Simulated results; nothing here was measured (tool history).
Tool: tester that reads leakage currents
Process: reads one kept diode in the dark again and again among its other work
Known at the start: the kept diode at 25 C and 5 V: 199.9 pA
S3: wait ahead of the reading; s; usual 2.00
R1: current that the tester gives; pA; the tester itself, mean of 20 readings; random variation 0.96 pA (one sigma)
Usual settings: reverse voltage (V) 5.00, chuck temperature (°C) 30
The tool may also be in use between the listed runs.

run 1 hour=0.0 | reverse_voltage_(V)=5.00 chuck_temperature_(°C)=30 S3=2.00 | R1=274.78
run 2 hour=97.1 | reverse_voltage_(V)=5.00 chuck_temperature_(°C)=30 S3=2.00 | R1=274.43
run 3 hour=237.9 | reverse_voltage_(V)=2.55 chuck_temperature_(°C)=30 S3=2.00 | R1=198.03
run 4 hour=318.1 | reverse_voltage_(V)=5.00 chuck_temperature_(°C)=30 S3=2.00 | R1=270.92
-- hour=379.1 chuck's temperature calibrated
run 5 hour=512.8 | reverse_voltage_(V)=5.00 chuck_temperature_(°C)=30 S3=2.00 | R1=320.75
run 6 hour=640.4 | reverse_voltage_(V)=5.00 chuck_temperature_(°C)=30 S3=2.00 | R1=319.16
run 7 hour=833.5 | reverse_voltage_(V)=5.00 chuck_temperature_(°C)=30 S3=2.00 | R1=314.69
run 8 hour=1001.4 | reverse_voltage_(V)=5.00 chuck_temperature_(°C)=30 S3=2.00 | R1=313.21
run 9 hour=1178.3 | reverse_voltage_(V)=1.04 chuck_temperature_(°C)=30 S3=2.00 | R1=146.53
run 10 hour=1299.9 | reverse_voltage_(V)=6.87 chuck_temperature_(°C)=30 S3=3.04 | R1=354.89
run 11 hour=1424.6 | reverse_voltage_(V)=4.14 chuck_temperature_(°C)=23 S3=0.36 | R1=148.77
run 12 hour=1519.3 | reverse_voltage_(V)=19.11 chuck_temperature_(°C)=39 S3=7.67 | R1=1235.92
-- hour=1582.9 tester calibrated
-- hour=1600.9 probe card cleaned and baked
run 13 hour=1695.8 | reverse_voltage_(V)=5.87 chuck_temperature_(°C)=39 S3=3.08 | R1=694.37
run 14 hour=1824.6 | reverse_voltage_(V)=5.07 chuck_temperature_(°C)=46 S3=2.00 | R1=1165.51
run 15 hour=2012.7 | reverse_voltage_(V)=5.07 chuck_temperature_(°C)=21 S3=2.59 | R1=122.82
run 16 hour=2094.6 | reverse_voltage_(V)=5.07 chuck_temperature_(°C)=21 S3=2.59 | R1=121.82
run 17 hour=2205.6 | reverse_voltage_(V)=3.97 chuck_temperature_(°C)=21 S3=0.51 | R1=108.82

Measured less the same run without the tool's hidden state. The same run-to-run variation is in both; the gauge's scatter may not be:
The hidden state here: stray current of the dirty probe card, pA a volt; current scale over the true one, %; true chuck temperature over the reading, C; drift of the gauge itself on leakage_pa, %.
run=1 R1=-42.51
run=2 R1=-44.69
run=3 R1=-36.23
run=4 R1=-48.88
run=5 R1=+3.43
run=6 R1=+0.76
run=7 R1=-3.33
run=8 R1=-6.88
run=9 R1=-7.65
run=10 R1=-13.35
run=11 R1=-4.86
run=12 R1=-70.48
run=13 R1=-64.50
run=14 R1=-115.30
run=15 R1=-15.27
run=16 R1=-15.80
run=17 R1=-14.88

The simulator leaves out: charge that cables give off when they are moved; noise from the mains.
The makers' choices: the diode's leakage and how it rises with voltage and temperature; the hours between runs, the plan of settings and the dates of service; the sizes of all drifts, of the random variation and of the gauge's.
